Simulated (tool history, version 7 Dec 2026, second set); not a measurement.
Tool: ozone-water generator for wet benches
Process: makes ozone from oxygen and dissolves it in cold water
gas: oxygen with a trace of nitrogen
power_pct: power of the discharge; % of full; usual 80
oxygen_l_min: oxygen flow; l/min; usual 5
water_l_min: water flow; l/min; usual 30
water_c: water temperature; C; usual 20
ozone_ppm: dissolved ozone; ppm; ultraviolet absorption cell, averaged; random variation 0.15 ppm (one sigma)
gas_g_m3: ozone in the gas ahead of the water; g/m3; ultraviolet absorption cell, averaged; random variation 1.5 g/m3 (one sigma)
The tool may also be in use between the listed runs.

Run 1, day 0: usual settings. Result: ozone_ppm 15.6 ppm, gas_g_m3 247.4 g/m3.
Run 2, day 3.4: usual settings but water_l_min 33 l/min. Result: ozone_ppm 13.8 ppm, gas_g_m3 246.3 g/m3.
At day 6.5: contactor cleaned.
Run 3, day 8.562: usual settings but water_l_min 33 l/min. Result: ozone_ppm 15 ppm, gas_g_m3 243.9 g/m3.
Run 4, day 11.612: usual settings. Result: ozone_ppm 17 ppm, gas_g_m3 248.4 g/m3.
Run 5, day 15.142: usual settings. Result: ozone_ppm 16.8 ppm, gas_g_m3 245.9 g/m3.
Run 6, day 18.858: usual settings. Result: ozone_ppm 16.6 ppm, gas_g_m3 246.2 g/m3.
Run 7, day 25.308: usual settings. Result: ozone_ppm 16.7 ppm, gas_g_m3 244.2 g/m3.
Run 8, day 29.538: usual settings but oxygen_l_min 3.81 l/min. Result: ozone_ppm 15.4 ppm, gas_g_m3 275.5 g/m3.
Run 9, day 33.433: usual settings but oxygen_l_min 3.81 l/min. Result: ozone_ppm 15.4 ppm, gas_g_m3 272.6 g/m3.
Run 10, day 39.708: usual settings but oxygen_l_min 3.81 l/min. Result: ozone_ppm 15.3 ppm, gas_g_m3 270.7 g/m3.
Run 11, day 44.146: usual settings but oxygen_l_min 3.81 l/min. Result: ozone_ppm 15.3 ppm, gas_g_m3 273.3 g/m3.
Run 12, day 50.042: usual settings but oxygen_l_min 3.81 l/min. Result: ozone_ppm 15.2 ppm, gas_g_m3 272.1 g/m3.
Run 13, day 54.408: usual settings but oxygen_l_min 3.81 l/min. Result: ozone_ppm 15.2 ppm, gas_g_m3 267.2 g/m3.
Run 14, day 58.038: usual settings but oxygen_l_min 3.81 l/min. Result: ozone_ppm 15 ppm, gas_g_m3 269.7 g/m3.
Run 15, day 62.988: usual settings but water_c 26 C. Result: ozone_ppm 15.1 ppm, gas_g_m3 238.9 g/m3.
Run 16, day 67.004: usual settings but water_c 26 C. Result: ozone_ppm 14.9 ppm, gas_g_m3 237.7 g/m3.
Run 17, day 72.838: usual settings but power_pct 88 % of full, oxygen_l_min 5.21 l/min, water_l_min 18 l/min, water_c 14 C. Result: ozone_ppm 30.4 ppm, gas_g_m3 248.7 g/m3.
Run 18, day 76.75: usual settings but power_pct 88 % of full, oxygen_l_min 5.21 l/min, water_l_min 18 l/min, water_c 14 C. Result: ozone_ppm 29.9 ppm, gas_g_m3 249 g/m3.
Run 19, day 79.658: usual settings but power_pct 71 % of full, oxygen_l_min 5.21 l/min, water_l_min 18 l/min, water_c 12 C. Result: ozone_ppm 27.3 ppm, gas_g_m3 219.4 g/m3.
Run 20, day 83.904: usual settings but power_pct 83 % of full, oxygen_l_min 3.82 l/min, water_l_min 18 l/min, water_c 12 C. Result: ozone_ppm 28.5 ppm, gas_g_m3 274 g/m3.
Run 21, day 87: usual settings but power_pct 83 % of full, oxygen_l_min 3.82 l/min, water_l_min 18 l/min, water_c 12 C. Result: ozone_ppm 28.4 ppm, gas_g_m3 270.8 g/m3.
Run 22, day 91.117: usual settings but power_pct 53 % of full, oxygen_l_min 3.82 l/min, water_l_min 18 l/min, water_c 17 C. Result: ozone_ppm 20.5 ppm, gas_g_m3 208.8 g/m3.
Run 23, day 95.254: usual settings but power_pct 53 % of full, oxygen_l_min 3.82 l/min, water_l_min 23 l/min, water_c 17 C. Result: ozone_ppm 16 ppm, gas_g_m3 208.7 g/m3.
Run 24, day 99.467: usual settings but power_pct 53 % of full, oxygen_l_min 3.82 l/min, water_l_min 23 l/min, water_c 17 C. Result: ozone_ppm 16.1 ppm, gas_g_m3 206.8 g/m3.
At day 100.638: water thermometer calibrated.
Run 25, day 104.133: usual settings but oxygen_l_min 4.78 l/min, water_l_min 23 l/min, water_c 17 C. Result: ozone_ppm 21.2 ppm, gas_g_m3 237.8 g/m3.
Run 26, day 109.979: usual settings but oxygen_l_min 4.78 l/min, water_l_min 23 l/min, water_c 17 C. Result: ozone_ppm 21.2 ppm, gas_g_m3 239.3 g/m3.
Run 27, day 116.162: usual settings but power_pct 63 % of full, oxygen_l_min 7.89 l/min. Result: ozone_ppm 14.5 ppm, gas_g_m3 164.9 g/m3.
Run 28, day 122.033: usual settings but power_pct 48 % of full, oxygen_l_min 3.13 l/min, water_l_min 23 l/min, water_c 15 C. Result: ozone_ppm 14.5 ppm, gas_g_m3 210.5 g/m3.
Run 29, day 126.638: usual settings but power_pct 48 % of full, oxygen_l_min 3.13 l/min, water_l_min 23 l/min, water_c 15 C. Result: ozone_ppm 14.5 ppm, gas_g_m3 212 g/m3.
Run 30, day 131.092: usual settings but power_pct 63 % of full, oxygen_l_min 2.96 l/min, water_c 15 C. Result: ozone_ppm 12.2 ppm, gas_g_m3 253.9 g/m3.
Run 31, day 137.1: usual settings but oxygen_l_min 3.06 l/min, water_c 15 C. Result: ozone_ppm 13.8 ppm, gas_g_m3 283.3 g/m3.
Run 32, day 139.85: usual settings but oxygen_l_min 3.06 l/min, water_c 15 C. Result: ozone_ppm 13.8 ppm, gas_g_m3 284.2 g/m3.

Some steps in ozone_ppm between neighbouring runs. How much of each would the tool show without its hidden state too (settings, what came in, random variation), and how much is left for the hidden state, with any gauge scatter that isn't in both results?
The hidden state here: yield of the discharge, % of new electrodes'; contactor's efficiency, % of a clean one's; true water temperature over the reading, C; drift of the gauge itself on ozone_ppm, %; drift of the gauge itself on gas_g_m3, %.
Run 16 -> 17: power_pct 80 -> 88, oxygen_l_min 5 -> 5.21, water_l_min 30 -> 18, water_c 26 -> 14. ozone_ppm +15.5 ppm: hidden state -3.4, all else +18.9.
Run 21 -> 22: power_pct 83 -> 53, water_c 12 -> 17. ozone_ppm -7.9 ppm: hidden state +2.7, all else -10.6.
Run 24 -> 25: power_pct 53 -> 80, oxygen_l_min 3.82 -> 4.78, water thermometer calibrated. ozone_ppm +5.1 ppm: hidden state -2, all else +7.1.
Run 26 -> 27: power_pct 80 -> 63, oxygen_l_min 4.78 -> 7.89, water_l_min 23 -> 30, water_c 17 -> 20. ozone_ppm -6.7 ppm: hidden state +1.8, all else -8.5.

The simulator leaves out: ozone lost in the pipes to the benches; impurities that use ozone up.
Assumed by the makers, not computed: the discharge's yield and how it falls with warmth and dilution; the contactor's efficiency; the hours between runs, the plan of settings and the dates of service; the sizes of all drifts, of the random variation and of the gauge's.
